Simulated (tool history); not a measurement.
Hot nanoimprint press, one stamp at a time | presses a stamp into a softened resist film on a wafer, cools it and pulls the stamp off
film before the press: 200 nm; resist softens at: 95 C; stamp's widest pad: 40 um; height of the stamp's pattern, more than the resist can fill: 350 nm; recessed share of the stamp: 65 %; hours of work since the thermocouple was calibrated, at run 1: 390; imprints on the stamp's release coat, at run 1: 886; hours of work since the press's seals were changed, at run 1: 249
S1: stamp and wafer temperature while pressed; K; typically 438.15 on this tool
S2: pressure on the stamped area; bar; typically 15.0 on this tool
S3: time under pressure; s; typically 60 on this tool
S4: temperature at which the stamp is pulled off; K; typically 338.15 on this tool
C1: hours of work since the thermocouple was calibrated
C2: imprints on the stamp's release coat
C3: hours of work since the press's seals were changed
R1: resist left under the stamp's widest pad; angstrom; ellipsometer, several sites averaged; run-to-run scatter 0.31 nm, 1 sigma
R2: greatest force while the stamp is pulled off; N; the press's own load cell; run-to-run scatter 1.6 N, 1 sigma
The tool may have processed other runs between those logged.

run	hour	S1	S2	S3	S4	C1	C2	C3	R1	R2
1	0.0	438.15	15.0	60	338.15	390	886	249	816	208
2	22.8	438.15	15.0	60	338.15	403	965	262	814	207
3	57.9	438.15	15.0	60	338.15	424	1086	282	813	207
# hour 67.9: stamp cleaned and given a new release coat
4	107.5	438.15	15.0	103	338.15	449	136	308	670	204
5	148.6	438.15	15.0	60	338.15	473	278	331	818	205
6	178.8	438.15	13.1	60	338.15	490	383	349	872	207
7	219.2	438.15	13.1	60	338.15	514	522	372	866	205
8	252.8	438.15	13.1	60	338.15	533	639	392	877	206
9	283.4	438.15	13.1	60	338.15	551	744	410	872	208
10	322.1	438.15	13.1	60	338.15	573	878	432	873	208
# hour 329.2: plate thermocouple calibrated
11	360.4	438.15	13.1	34	338.15	18	1000	452	1062	209
# hour 395.4: stamp cleaned and given a new release coat
12	395.8	438.15	13.1	34	338.15	35	1	470	1057	206
13	432.8	438.15	13.1	34	338.15	57	129	491	1052	205
14	459.8	438.15	15.0	60	338.15	72	222	507	810	209
15	496.8	438.15	15.0	60	338.15	94	350	528	812	204
16	534.4	441.15	9.9	60	332.15	116	480	550	908	219
17	556.9	433.15	15.0	60	338.15	129	558	563	964	206
18	575.4	438.15	10.8	53	336.15	139	622	574	1000	210
19	597.5	438.15	10.8	53	336.15	152	698	586	997	211
20	622.7	438.15	10.8	53	336.15	167	785	601	1003	213
21	655.4	438.15	10.8	53	336.15	186	898	620	991	212
22	698.7	430.15	15.0	60	327.15	211	1048	645	1057	229
# hour 719.7: stamp cleaned and given a new release coat
23	728.6	446.15	12.7	60	346.15	225	31	659	677	191
24	755.4	446.15	12.7	60	330.15	240	124	675	679	223
25	783.8	435.15	15.0	89	338.15	257	222	691	775	205
26	810.0	438.15	19.9	42	338.15	272	312	706	792	209
# hour 830.3: press's hydraulic seals changed and the load cell set to zero
27	853.0	438.15	19.9	42	345.15	292	433	13	796	193
28	883.9	438.15	19.9	42	345.15	310	540	31	797	195
29	925.8	438.15	19.9	42	345.15	334	685	55	793	189

3 options for the next run, each taken on its own from the tool as it stands now. Forecast them:
A	944.5	438.15	10.7	37	333.15	345	749	66	?	?
B	944.5	438.15	9.9	59	325.15	345	749	66	?	?
C	944.5	442.15	19.9	90	343.15	345	749	66	?	?

run	R1	R2
A	1119	213
B	998	233
C	512	197
With no hidden state in the tool, these same runs would have given:
run	R1	R2
A	1138	213
B	1015	232
C	521	196

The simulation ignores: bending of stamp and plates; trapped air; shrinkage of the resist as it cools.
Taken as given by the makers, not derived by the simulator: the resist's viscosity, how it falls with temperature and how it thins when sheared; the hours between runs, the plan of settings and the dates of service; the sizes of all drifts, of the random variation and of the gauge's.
